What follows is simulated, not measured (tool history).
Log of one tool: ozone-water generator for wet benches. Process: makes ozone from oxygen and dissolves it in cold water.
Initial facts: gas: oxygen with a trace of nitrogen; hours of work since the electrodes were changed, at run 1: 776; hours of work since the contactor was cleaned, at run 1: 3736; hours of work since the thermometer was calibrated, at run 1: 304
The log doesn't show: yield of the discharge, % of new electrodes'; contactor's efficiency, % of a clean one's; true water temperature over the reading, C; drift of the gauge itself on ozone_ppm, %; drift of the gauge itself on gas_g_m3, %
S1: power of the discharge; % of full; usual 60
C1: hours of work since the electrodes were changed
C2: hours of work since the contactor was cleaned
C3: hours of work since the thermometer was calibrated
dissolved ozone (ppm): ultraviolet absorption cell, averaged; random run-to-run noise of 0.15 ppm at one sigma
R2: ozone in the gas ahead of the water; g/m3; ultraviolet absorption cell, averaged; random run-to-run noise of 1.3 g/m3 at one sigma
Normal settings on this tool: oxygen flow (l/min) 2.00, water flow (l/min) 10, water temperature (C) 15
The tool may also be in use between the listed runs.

run 1 hour=0.0 | S1=60 oxygen_flow_(l/min)=2.00 water_flow_(l/min)=10 water_temperature_(C)=15 | C1=776 C2=3736 C3=304 | dissolved_ozone_(ppm)=19.2 R2=245.4
run 2 hour=119.4 | S1=60 oxygen_flow_(l/min)=2.00 water_flow_(l/min)=10 water_temperature_(C)=15 | C1=849 C2=3810 C3=378 | dissolved_ozone_(ppm)=19.1 R2=246.7
run 3 hour=294.3 | S1=60 oxygen_flow_(l/min)=2.00 water_flow_(l/min)=10 water_temperature_(C)=15 | C1=957 C2=3918 C3=486 | dissolved_ozone_(ppm)=19.2 R2=245.1
run 4 hour=398.0 | S1=97 oxygen_flow_(l/min)=2.00 water_flow_(l/min)=10 water_temperature_(C)=15 | C1=1021 C2=3982 C3=550 | dissolved_ozone_(ppm)=26.5 R2=339.3
run 5 hour=499.3 | S1=60 oxygen_flow_(l/min)=2.00 water_flow_(l/min)=10 water_temperature_(C)=8 | C1=1083 C2=4044 C3=612 | dissolved_ozone_(ppm)=20.7 R2=245.8
run 6 hour=631.3 | S1=60 oxygen_flow_(l/min)=2.00 water_flow_(l/min)=10 water_temperature_(C)=15 | C1=1164 C2=4125 C3=693 | dissolved_ozone_(ppm)=19.2 R2=244.5
run 7 hour=797.4 | S1=60 oxygen_flow_(l/min)=2.00 water_flow_(l/min)=10 water_temperature_(C)=15 | C1=1267 C2=4228 C3=796 | dissolved_ozone_(ppm)=19.1 R2=243.4
run 8 hour=935.2 | S1=60 oxygen_flow_(l/min)=2.00 water_flow_(l/min)=10 water_temperature_(C)=15 | C1=1352 C2=4312 C3=880 | dissolved_ozone_(ppm)=18.9 R2=245.3
run 9 hour=1028.9 | S1=60 oxygen_flow_(l/min)=2.00 water_flow_(l/min)=10 water_temperature_(C)=15 | C1=1409 C2=4370 C3=938 | dissolved_ozone_(ppm)=18.9 R2=245.8
run 10 hour=1131.2 | S1=60 oxygen_flow_(l/min)=2.00 water_flow_(l/min)=10 water_temperature_(C)=15 | C1=1472 C2=4433 C3=1001 | dissolved_ozone_(ppm)=19.0 R2=243.3
run 11 hour=1295.9 | S1=60 oxygen_flow_(l/min)=2.00 water_flow_(l/min)=10 water_temperature_(C)=15 | C1=1574 C2=4534 C3=1102 | dissolved_ozone_(ppm)=19.0 R2=242.2
run 12 hour=1386.9 | S1=60 oxygen_flow_(l/min)=2.00 water_flow_(l/min)=10 water_temperature_(C)=15 | C1=1630 C2=4591 C3=1159 | dissolved_ozone_(ppm)=19.2 R2=243.0
run 13 hour=1539.6 | S1=60 oxygen_flow_(l/min)=2.00 water_flow_(l/min)=10 water_temperature_(C)=15 | C1=1724 C2=4685 C3=1253 | dissolved_ozone_(ppm)=19.1 R2=244.3
run 14 hour=1697.4 | S1=60 oxygen_flow_(l/min)=2.00 water_flow_(l/min)=10 water_temperature_(C)=15 | C1=1821 C2=4782 C3=1350 | dissolved_ozone_(ppm)=19.4 R2=243.5
run 15 hour=1771.9 | S1=60 oxygen_flow_(l/min)=2.00 water_flow_(l/min)=10 water_temperature_(C)=15 | C1=1867 C2=4828 C3=1396 | dissolved_ozone_(ppm)=19.2 R2=245.3
run 16 hour=1915.9 | S1=60 oxygen_flow_(l/min)=2.00 water_flow_(l/min)=10 water_temperature_(C)=15 | C1=1955 C2=4916 C3=1484 | dissolved_ozone_(ppm)=19.1 R2=245.2
run 17 hour=2067.2 | S1=78 oxygen_flow_(l/min)=2.00 water_flow_(l/min)=10 water_temperature_(C)=15 | C1=2049 C2=5009 C3=1577 | dissolved_ozone_(ppm)=22.7 R2=291.6
run 18 hour=2240.8 | S1=78 oxygen_flow_(l/min)=2.00 water_flow_(l/min)=10 water_temperature_(C)=15 | C1=2155 C2=5116 C3=1684 | dissolved_ozone_(ppm)=22.9 R2=290.3
run 19 hour=2330.8 | S1=78 oxygen_flow_(l/min)=2.00 water_flow_(l/min)=14 water_temperature_(C)=21 | C1=2211 C2=5172 C3=1740 | dissolved_ozone_(ppm)=14.9 R2=289.8
run 20 hour=2424.6 | S1=78 oxygen_flow_(l/min)=2.00 water_flow_(l/min)=9 water_temperature_(C)=21 | C1=2269 C2=5230 C3=1798 | dissolved_ozone_(ppm)=23.2 R2=287.4
run 21 hour=2535.9 | S1=78 oxygen_flow_(l/min)=2.00 water_flow_(l/min)=9 water_temperature_(C)=21 | C1=2337 C2=5298 C3=1866 | dissolved_ozone_(ppm)=23.8 R2=289.5
run 22 hour=2632.0 | S1=59 oxygen_flow_(l/min)=2.00 water_flow_(l/min)=11 water_temperature_(C)=21 | C1=2396 C2=5357 C3=1925 | dissolved_ozone_(ppm)=15.7 R2=239.1
run 23 hour=2762.6 | S1=59 oxygen_flow_(l/min)=3.54 water_flow_(l/min)=7 water_temperature_(C)=15 | C1=2477 C2=5438 C3=2006 | dissolved_ozone_(ppm)=29.0 R2=192.2
run 24 hour=2846.6 | S1=59 oxygen_flow_(l/min)=3.54 water_flow_(l/min)=7 water_temperature_(C)=15 | C1=2529 C2=5489 C3=2057 | dissolved_ozone_(ppm)=28.6 R2=193.5
run 25 hour=2985.0 | S1=60 oxygen_flow_(l/min)=1.14 water_flow_(l/min)=13 water_temperature_(C)=7 | C1=2614 C2=5575 C3=2143 | dissolved_ozone_(ppm)=12.0 R2=296.5
run 26 hour=3114.4 | S1=67 oxygen_flow_(l/min)=1.14 water_flow_(l/min)=13 water_temperature_(C)=10 | C1=2693 C2=5654 C3=2222 | dissolved_ozone_(ppm)=12.6 R2=319.6
run 27 hour=3295.1 | S1=67 oxygen_flow_(l/min)=3.23 water_flow_(l/min)=6 water_temperature_(C)=18 | C1=2805 C2=5766 C3=2334 | dissolved_ozone_(ppm)=33.2 R2=215.9

Estimate the outcome of run 28 from the log above:
run 28 hour=3376.5 | S1=67 oxygen_flow_(l/min)=2.93 water_flow_(l/min)=6 water_temperature_(C)=18 | C1=2855 C2=5816 C3=2384 | dissolved_ozone_(ppm)=? R2=?

Run 28 produced dissolved ozone (ppm) 33.5, R2 224.3 g/m3.
Had the tool carried no hidden state, the very same run would have given dissolved ozone (ppm) 33.6, R2 230.6 g/m3.

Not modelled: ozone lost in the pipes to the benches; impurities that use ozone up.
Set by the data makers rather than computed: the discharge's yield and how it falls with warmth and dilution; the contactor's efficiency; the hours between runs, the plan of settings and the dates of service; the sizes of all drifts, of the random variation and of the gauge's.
